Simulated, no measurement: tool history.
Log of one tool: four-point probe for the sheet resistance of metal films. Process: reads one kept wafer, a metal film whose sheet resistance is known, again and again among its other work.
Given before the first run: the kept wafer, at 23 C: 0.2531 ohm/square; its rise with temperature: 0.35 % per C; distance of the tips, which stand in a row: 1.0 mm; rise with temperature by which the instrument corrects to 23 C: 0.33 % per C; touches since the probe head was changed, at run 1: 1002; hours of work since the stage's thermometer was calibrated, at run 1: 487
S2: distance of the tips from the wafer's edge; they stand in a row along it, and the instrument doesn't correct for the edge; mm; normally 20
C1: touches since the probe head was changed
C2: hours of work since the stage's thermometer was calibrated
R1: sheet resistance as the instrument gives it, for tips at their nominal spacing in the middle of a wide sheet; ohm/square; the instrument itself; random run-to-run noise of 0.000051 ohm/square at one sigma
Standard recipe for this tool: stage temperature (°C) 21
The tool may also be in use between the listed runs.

run 1 hour=0.0 | stage_temperature_(°C)=21 S2=20 | C1=1002 C2=487 | R1=0.252351
run 2 hour=50.0 | stage_temperature_(°C)=19 S2=20 | C1=2050 C2=512 | R1=0.252277
run 3 hour=95.5 | stage_temperature_(°C)=21 S2=45 | C1=3003 C2=534 | R1=0.251949
run 4 hour=165.3 | stage_temperature_(°C)=21 S2=45 | C1=4468 C2=569 | R1=0.252140
run 5 hour=228.2 | stage_temperature_(°C)=28 S2=20 | C1=5787 C2=600 | R1=0.252643
run 6 hour=282.1 | stage_temperature_(°C)=29 S2=20 | C1=6917 C2=626 | R1=0.252652
-- hour=288.7 stage's thermometer calibrated
run 7 hour=332.7 | stage_temperature_(°C)=29 S2=20 | C1=7967 C2=22 | R1=0.252486
run 8 hour=385.0 | stage_temperature_(°C)=34 S2=17 | C1=9064 C2=48 | R1=0.252831
-- hour=442.3 stage's thermometer calibrated, once more
run 9 hour=452.9 | stage_temperature_(°C)=28 S2=25 | C1=10478 C2=5 | R1=0.252530
run 10 hour=481.6 | stage_temperature_(°C)=28 S2=25 | C1=11078 C2=19 | R1=0.252562
run 11 hour=522.2 | stage_temperature_(°C)=22 S2=25 | C1=11931 C2=40 | R1=0.252293
run 12 hour=553.8 | stage_temperature_(°C)=22 S2=25 | C1=12593 C2=55 | R1=0.252330

Alternative continuations, all from the tool just after run 12; predict every row:
run A hour=607.4 | stage_temperature_(°C)=21 S2=29 | C1=13716 C2=82 | R1=?
run B hour=607.4 | stage_temperature_(°C)=21 S2=30 | C1=13716 C2=82 | R1=?
run C hour=607.4 | stage_temperature_(°C)=18 S2=3 | C1=13716 C2=82 | R1=?
run D hour=607.4 | stage_temperature_(°C)=29 S2=25 | C1=13716 C2=82 | R1=?
run E hour=607.4 | stage_temperature_(°C)=33 S2=7 | C1=13716 C2=82 | R1=?

run=A R1=0.252174
run=B R1=0.252117
run=C R1=0.266102
run=D R1=0.252614
run=E R1=0.255286
Without the tool's hidden state the same runs would have given:
run=A R1=0.253145
run=B R1=0.253088
run=C R1=0.267123
run=D R1=0.253585
run=E R1=0.256266
